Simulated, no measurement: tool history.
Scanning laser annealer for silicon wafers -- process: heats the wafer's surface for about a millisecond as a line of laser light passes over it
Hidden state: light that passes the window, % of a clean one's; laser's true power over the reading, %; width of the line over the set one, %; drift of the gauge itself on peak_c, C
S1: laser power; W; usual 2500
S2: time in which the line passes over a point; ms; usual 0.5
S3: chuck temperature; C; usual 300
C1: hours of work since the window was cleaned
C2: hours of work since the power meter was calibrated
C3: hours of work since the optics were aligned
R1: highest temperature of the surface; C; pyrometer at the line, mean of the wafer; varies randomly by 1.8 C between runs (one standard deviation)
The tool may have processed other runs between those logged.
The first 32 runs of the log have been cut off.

run,hour,S1,S2,S3,C1,C2,C3,R1
33,565.2,2197,0.402,331,203,493,674,873
34,587,2197,0.402,331,217,506,687,872
35,600.8,2197,0.435,331,225,515,696,898
36,615.6,2500,0.5,319,234,524,705,1048
37,638.4,2537,0.591,302,249,538,719,1119
38,651,2537,0.591,289,256,546,727,1112
39,674.7,2500,0.382,274,271,560,742,895
40,687.5,2500,0.382,274,279,568,749,894

4 options for the next run, each taken on its own from the tool as it stands now. Forecast them:
A,708.2,2500,0.363,300,292,581,762,?
B,708.2,2500,0.485,274,292,581,762,?
C,708.2,2640,0.496,263,292,581,762,?
D,708.2,2500,0.402,274,292,581,762,?

run,R1
A,901
B,986
C,1044
D,914
With no hidden state in the tool, these same runs would have given:
run,R1
A,930
B,1021
C,1082
D,945

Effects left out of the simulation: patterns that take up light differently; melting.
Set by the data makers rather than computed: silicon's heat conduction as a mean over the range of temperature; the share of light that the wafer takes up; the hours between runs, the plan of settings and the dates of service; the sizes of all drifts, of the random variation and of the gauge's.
